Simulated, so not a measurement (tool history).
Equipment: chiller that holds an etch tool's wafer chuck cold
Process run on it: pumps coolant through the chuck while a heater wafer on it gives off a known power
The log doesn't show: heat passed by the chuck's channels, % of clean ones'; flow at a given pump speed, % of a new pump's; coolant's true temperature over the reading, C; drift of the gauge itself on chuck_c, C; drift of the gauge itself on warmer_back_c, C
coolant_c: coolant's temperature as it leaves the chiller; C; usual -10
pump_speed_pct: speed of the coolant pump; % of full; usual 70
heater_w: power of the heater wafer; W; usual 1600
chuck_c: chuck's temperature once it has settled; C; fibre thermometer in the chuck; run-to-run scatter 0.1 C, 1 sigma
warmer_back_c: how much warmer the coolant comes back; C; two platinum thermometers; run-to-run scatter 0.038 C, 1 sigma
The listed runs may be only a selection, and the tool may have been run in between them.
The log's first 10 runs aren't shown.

run	hour	coolant_c	pump_speed_pct	heater_w	hours since the coolant was changed and the channels were flushed	hours since the pump was overhauled	hours since the chiller's thermometer was calibrated	chuck_c	warmer_back_c
11	346.5	-17	70	1600	4473	787	4909	-1.6	7.68
12	390.2	-10	87	1600	4517	830	4953	3.4	6.25
13	436	-10	87	1600	4562	876	4999	3.6	6.23
14	461.9	-10	98	1600	4588	902	5025	2.1	5.52
15	495.2	-10	98	1600	4622	935	5058	2.4	5.49
16	540.4	-10	98	1600	4667	981	5103	2.4	5.5
17	582.2	-3	98	1600	4709	1022	5145	9.3	5.55
18	632.8	-3	98	1870	4759	1073	5196	11.6	6.55
19	669.3	-3	98	1870	4796	1109	5232	11.5	6.48
20	695.6	-3	98	1870	4822	1136	5258	11.6	6.48
21	742.4	-3	98	1870	4869	1183	5305	11.7	6.47
22	781.8	-4	70	1426	4908	1222	5345	9.8	6.91
23	835.9	-10	74	2189	4962	1276	5399	10.9	10.11
24	890.1	-10	64	2189	5016	1330	5453	13.2	11.57
25	942.1	-10	64	2189	5068	1382	5505	13.2	11.64
26	972.9	-13	97	2189	5099	1413	5536	4.4	7.7
27	1027.2	-13	97	2189	5154	1467	5590	4.4	7.75
28	1054.3	-15	80	2200	5181	1495	5617	5	9.37
29	1103.1	-15	80	1052	5230	1543	5666	-5.7	4.51
30	1131.1	-15	80	1052	5258	1571	5694	-5.9	4.51
31	1161.9	-15	80	1052	5288	1602	5725	-5.6	4.49
32	1193.6	-15	80	1052	5320	1634	5756	-5.9	4.51
33	1244.1	-8	70	1334	5370	1684	5807	5.1	6.55

Here are 3 independent what-if runs from the current tool condition. What would each one return?
A	1285.9	-8	70	1181	5412	1726	5849	?	?
B	1285.9	-16	70	1211	5412	1726	5849	?	?
C	1285.9	-8	61	1334	5412	1726	5849	?	?

run	chuck_c	warmer_back_c
A	3.5	5.87
B	-4.2	5.9
C	6.5	7.47
Stripped of hidden state, with their random variation kept, the same runs would have yielded:
run	chuck_c	warmer_back_c
A	3	5.67
B	-4.8	5.69
C	5.7	7.22

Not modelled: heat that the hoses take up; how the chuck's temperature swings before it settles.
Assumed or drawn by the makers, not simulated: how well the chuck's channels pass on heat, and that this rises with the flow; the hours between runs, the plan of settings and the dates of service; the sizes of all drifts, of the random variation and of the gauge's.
